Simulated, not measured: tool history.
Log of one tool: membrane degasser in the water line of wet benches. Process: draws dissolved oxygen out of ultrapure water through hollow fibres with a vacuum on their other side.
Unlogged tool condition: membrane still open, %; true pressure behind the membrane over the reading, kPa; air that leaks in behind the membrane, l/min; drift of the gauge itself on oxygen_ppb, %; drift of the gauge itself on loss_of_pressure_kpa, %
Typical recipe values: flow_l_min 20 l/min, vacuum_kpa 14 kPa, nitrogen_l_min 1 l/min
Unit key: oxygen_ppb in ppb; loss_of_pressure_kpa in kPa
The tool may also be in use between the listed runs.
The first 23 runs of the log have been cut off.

| run | hour | flow_l_min | vacuum_kpa | nitrogen_l_min | hours since the membrane was changed | hours since the vacuum gauge was calibrated | hours since the vacuum lines were made tight | oxygen_ppb | loss_of_pressure_kpa |
|---|---|---|---|---|---|---|---|---|---|
| 24 | 4155.9 | 32 | 14 | 1 | 1460 | 5827 | 2703 | 1061.3 | 50.29 |
| 25 | 4314.9 | 32 | 14 | 1 | 1619 | 5986 | 2862 | 1069.4 | 50.53 |
| 26 | 4421 | 20 | 17.8 | 1 | 1725 | 6092 | 2969 | 736.6 | 31.41 |
| 27 | 4559.4 | 13 | 12.1 | 0.54 | 1863 | 6230 | 3107 | 484.5 | 20.61 |
| 28 | 4702.5 | 13 | 12.1 | 0.54 | 2006 | 6373 | 3250 | 484.4 | 20.55 |
| 29 | 4883.6 | 21 | 14 | 0.87 | 2187 | 6554 | 3431 | 680.2 | 33.13 |
| 30 | 5024.6 | 21 | 23.5 | 1 | 2328 | 6695 | 3572 | 996.4 | 33.23 |
| 31 | 5187.1 | 23 | 14 | 1 | 2491 | 6858 | 3735 | 705.7 | 36.44 |
|  | 5331.8 | vacuum gauge calibrated |
| 32 | 5441.1 | 16 | 10.7 | 2.49 | 2744 | 109 | 3988 | 180.4 | 25.19 |
| 33 | 5665.3 | 25 | 27.8 | 1.41 | 2969 | 334 | 4212 | 1115.2 | 39.5 |

What if the next run were any one of these 3? Each begins from the tool's condition after run 33:
| A | 5775.5 | 22 | 14 | 1.5 | 3079 | 444 | 4323 | ? | ? |
| B | 5775.5 | 12 | 14 | 1 | 3079 | 444 | 4323 | ? | ? |
| C | 5775.5 | 27 | 31.5 | 1.31 | 3079 | 444 | 4323 | ? | ? |

| run | oxygen_ppb | loss_of_pressure_kpa |
|---|---|---|
| A | 521.9 | 34.9 |
| B | 329.5 | 18.93 |
| C | 1388.4 | 42.52 |
Without the tool's unlogged condition, the same runs would have read:
| run | oxygen_ppb | loss_of_pressure_kpa |
|---|---|---|
| A | 501.9 | 34.26 |
| B | 313.3 | 18.58 |
| C | 1355.5 | 41.74 |

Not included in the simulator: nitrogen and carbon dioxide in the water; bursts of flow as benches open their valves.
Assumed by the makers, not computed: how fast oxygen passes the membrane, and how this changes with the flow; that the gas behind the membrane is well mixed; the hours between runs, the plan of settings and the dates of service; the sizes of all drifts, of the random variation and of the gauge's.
